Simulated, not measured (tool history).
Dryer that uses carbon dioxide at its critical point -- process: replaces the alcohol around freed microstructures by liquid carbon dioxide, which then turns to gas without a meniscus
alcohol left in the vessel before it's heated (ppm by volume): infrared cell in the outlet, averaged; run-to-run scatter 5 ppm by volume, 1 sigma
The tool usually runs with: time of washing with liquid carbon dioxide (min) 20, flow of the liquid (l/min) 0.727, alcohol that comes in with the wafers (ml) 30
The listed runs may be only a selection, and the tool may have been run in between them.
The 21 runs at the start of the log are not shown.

| run | day | time of washing with liquid carbon dioxide (min) | flow of the liquid (l/min) | alcohol that comes in with the wafers (ml) | alcohol left in the vessel before it's heated (ppm by volume) |
|---|---|---|---|---|---|
| 22 | 16.975 | 20 | 0.727 | 30 | 94 |
| 23 | 17.658 | 20 | 0.727 | 30 | 96 |
| 24 | 18.738 | 26 | 0.727 | 30 | 59 |
| 25 | 19.733 | 12 | 0.727 | 25 | 485 |
| 26 | 20.438 | 28 | 0.518 | 118 | 287 |
| 27 | 21.062 | 32 | 0.841 | 21 | 48 |
| 28 | 21.671 | 32 | 0.841 | 21 | 62 |
| 29 | 22.638 | 32 | 0.841 | 21 | 58 |
| 30 | 23.667 | 20 | 0.899 | 30 | 81 |
| 31 | 24.717 | 20 | 0.899 | 30 | 103 |
|  | 25.217 | inlet filter changed |
| 32 | 25.600 | 20 | 1.188 | 33 | 73 |
| 33 | 26.554 | 31 | 0.486 | 65 | 111 |
| 34 | 27.400 | 31 | 0.486 | 65 | 119 |
| 35 | 28.125 | 31 | 0.486 | 65 | 127 |
| 36 | 28.983 | 31 | 0.486 | 65 | 123 |
| 37 | 29.883 | 16 | 1.234 | 21 | 80 |
| 38 | 30.492 | 20 | 0.711 | 21 | 106 |
| 39 | 31.079 | 20 | 0.711 | 21 | 100 |
| 40 | 32.246 | 20 | 1.177 | 45 | 70 |
| 41 | 33.408 | 25 | 0.601 | 80 | 165 |
| 42 | 34.129 | 14 | 0.872 | 46 | 232 |
| 43 | 34.796 | 23 | 0.713 | 30 | 103 |

Here are 3 independent what-if runs from the current tool condition. What would each one return?
| A | 35.917 | 16 | 0.957 | 88 | ? |
| B | 35.917 | 13 | 0.727 | 58 | ? |
| C | 35.917 | 23 | 0.960 | 30 | ? |

| run | alcohol left in the vessel before it's heated (ppm by volume) |
|---|---|
| A | 182 |
| B | 755 |
| C | 92 |
What these runs would have given with no unlogged condition in the tool:
| run | alcohol left in the vessel before it's heated (ppm by volume) |
|---|---|
| A | 51 |
| B | 431 |
| C | 8 |

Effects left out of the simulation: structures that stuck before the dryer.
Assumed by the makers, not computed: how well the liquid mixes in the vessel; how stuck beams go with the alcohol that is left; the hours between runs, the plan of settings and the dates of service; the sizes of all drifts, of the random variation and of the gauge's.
